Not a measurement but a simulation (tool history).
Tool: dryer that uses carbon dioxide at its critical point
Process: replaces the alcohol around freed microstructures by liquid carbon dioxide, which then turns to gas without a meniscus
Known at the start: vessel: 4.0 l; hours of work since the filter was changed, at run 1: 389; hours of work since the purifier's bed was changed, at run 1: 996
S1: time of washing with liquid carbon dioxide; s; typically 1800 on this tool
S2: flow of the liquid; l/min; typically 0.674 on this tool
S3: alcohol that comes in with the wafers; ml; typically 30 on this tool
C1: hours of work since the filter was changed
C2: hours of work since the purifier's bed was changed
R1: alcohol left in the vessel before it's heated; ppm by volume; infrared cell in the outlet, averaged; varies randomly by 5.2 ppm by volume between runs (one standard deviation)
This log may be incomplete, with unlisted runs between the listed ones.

run 1 hour=0.0 | S1=1800 S2=0.674 S3=30 | C1=389 C2=996 | R1=193
run 2 hour=30.4 | S1=1800 S2=0.674 S3=56 | C1=411 C2=1019 | R1=313
run 3 hour=57.9 | S1=1800 S2=0.674 S3=30 | C1=432 C2=1039 | R1=206
run 4 hour=108.5 | S1=1800 S2=0.674 S3=30 | C1=470 C2=1077 | R1=219
run 5 hour=138.7 | S1=1800 S2=0.977 S3=30 | C1=492 C2=1100 | R1=108
run 6 hour=177.6 | S1=1980 S2=0.977 S3=30 | C1=521 C2=1129 | R1=109
run 7 hour=225.0 | S1=1980 S2=0.977 S3=30 | C1=556 C2=1164 | R1=106
run 8 hour=251.3 | S1=1980 S2=0.977 S3=30 | C1=576 C2=1184 | R1=110
-- hour=269.4 inlet filter changed
run 9 hour=305.4 | S1=1980 S2=0.977 S3=30 | C1=27 C2=1223 | R1=99
-- hour=317.5 purifier's bed changed
run 10 hour=361.0 | S1=1980 S2=0.977 S3=30 | C1=66 C2=33 | R1=16
run 11 hour=389.6 | S1=1380 S2=0.674 S3=30 | C1=87 C2=54 | R1=300
run 12 hour=419.3 | S1=1800 S2=0.674 S3=30 | C1=110 C2=76 | R1=111
run 13 hour=445.4 | S1=1800 S2=0.674 S3=30 | C1=129 C2=95 | R1=114
run 14 hour=469.8 | S1=1800 S2=0.442 S3=30 | C1=147 C2=114 | R1=493
run 15 hour=520.9 | S1=1860 S2=0.746 S3=30 | C1=185 C2=152 | R1=71
run 16 hour=573.0 | S1=1860 S2=0.746 S3=30 | C1=224 C2=191 | R1=78
run 17 hour=598.5 | S1=2820 S2=0.548 S3=30 | C1=243 C2=210 | R1=60
run 18 hour=627.6 | S1=2100 S2=0.769 S3=30 | C1=265 C2=232 | R1=48
run 19 hour=683.3 | S1=2100 S2=0.537 S3=30 | C1=307 C2=273 | R1=186
run 20 hour=740.2 | S1=1560 S2=0.726 S3=50 | C1=349 C2=316 | R1=273
run 21 hour=768.2 | S1=1560 S2=0.726 S3=50 | C1=370 C2=336 | R1=278
run 22 hour=809.1 | S1=1560 S2=0.726 S3=50 | C1=401 C2=367 | R1=277
run 23 hour=838.6 | S1=1560 S2=0.655 S3=53 | C1=423 C2=389 | R1=440
run 24 hour=881.8 | S1=1560 S2=0.655 S3=53 | C1=455 C2=421 | R1=424
run 25 hour=907.4 | S1=1800 S2=0.789 S3=100 | C1=474 C2=440 | R1=217
run 26 hour=936.1 | S1=1860 S2=0.551 S3=30 | C1=495 C2=462 | R1=283
run 27 hour=974.3 | S1=2040 S2=0.529 S3=30 | C1=524 C2=490 | R1=244

Table of differences, measured result less the result of that run with no hidden state. Run-to-run variation is the same in both. Gauge scatter possibly is not:
Unlogged tool condition in this case: flow that reaches the vessel past the clogged filter, %; alcohol in the recycled carbon dioxide, ppm; drift of the gauge itself on alcohol_ppm, %.
run=1 R1=+101
run=2 R1=+130
run=3 R1=+107
run=4 R1=+115
run=5 R1=+93
run=6 R1=+94
run=7 R1=+95
run=8 R1=+99
run=9 R1=+99
run=10 R1=+6
run=11 R1=+17
run=12 R1=+14
run=13 R1=+17
run=14 R1=+33
run=15 R1=+20
run=16 R1=+24
run=17 R1=+24
run=18 R1=+26
run=19 R1=+43
run=20 R1=+62
run=21 R1=+63
run=22 R1=+69
run=23 R1=+93
run=24 R1=+99
run=25 R1=+76
run=26 R1=+80
run=27 R1=+80

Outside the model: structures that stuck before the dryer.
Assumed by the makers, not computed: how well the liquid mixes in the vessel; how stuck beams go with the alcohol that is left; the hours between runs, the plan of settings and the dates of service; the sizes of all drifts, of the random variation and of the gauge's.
